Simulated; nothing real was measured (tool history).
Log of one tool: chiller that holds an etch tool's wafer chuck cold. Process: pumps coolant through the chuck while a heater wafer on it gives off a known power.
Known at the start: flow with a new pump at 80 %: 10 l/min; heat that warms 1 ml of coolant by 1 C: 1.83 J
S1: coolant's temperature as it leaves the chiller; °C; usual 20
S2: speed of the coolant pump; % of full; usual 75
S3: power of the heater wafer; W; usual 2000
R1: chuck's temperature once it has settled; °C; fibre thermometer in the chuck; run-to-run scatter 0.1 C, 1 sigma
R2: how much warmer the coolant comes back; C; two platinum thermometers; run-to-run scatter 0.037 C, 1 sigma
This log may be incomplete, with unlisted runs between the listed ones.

run	hour	S1	S2	S3	R1	R2
1	0	20	75	2000	35.1	7.94
2	70.7	20	75	2000	35.1	7.95
# hour 124.4: chiller's thermometer calibrated
3	217.7	20	75	2961	42.4	11.83
4	330.6	20	75	2961	42.6	11.75
5	430.8	17	75	2000	32.4	7.98
6	511.3	17	75	2000	32.3	7.98
7	599.6	20	75	2877	42.2	11.54
8	759.2	24	75	2000	39.4	8.04
9	899.5	24	75	2000	39.6	8.08
10	983.9	20	75	2000	35.7	8.13
11	1077.2	20	75	2000	35.7	8.05
12	1147.4	20	75	2000	35.7	8.21
13	1275.6	20	75	1557	32.3	6.29
14	1414.1	20	75	2000	35.8	8.17
15	1491.5	20	75	2458	39.5	10.02
16	1649.8	20	75	2303	38.3	9.41
17	1788.5	20	75	2303	38.5	9.44
18	1935.5	20	63	2347	41.2	11.55
19	2080.8	20	63	2347	41.3	11.65
20	2228.3	20	63	2347	41.4	11.73
21	2343	20	73	2347	39.4	10.05
22	2468.1	12	81	1729	25.6	6.68
# hour 2598.3: chiller's thermometer calibrated
23	2618.6	20	85	2655	39.8	9.87
24	2711.3	20	85	2655	39.9	9.81
25	2870.7	21	77	2655	42.1	10.96
26	2987.9	13	69	2000	30.2	9.32
27	3060.8	24	84	2000	39.2	7.5
28	3151	24	84	2000	39.3	7.6
29	3228.1	28	96	2000	42.1	6.61
30	3302.5	28	77	2000	44.2	8.3
31	3435.4	17	77	2000	33.5	8.34

Branching from run 31: 4 alternative next runs. What would each branch give?
A	3560.3	20	88	1520	?	?
B	3560.3	17	71	2370	?	?
C	3560.3	18	83	2615	?	?
D	3560.3	17	69	1112	?	?

run	R1	R2
A	31.2	5.54
B	37.5	10.83
C	38.5	10.19
D	26.9	5.19
With the hidden condition removed and each run's random variation left untouched, the same runs would have given:
run	R1	R2
A	29.1	4.51
B	33.7	8.81
C	34.8	8.29
D	25.1	4.22
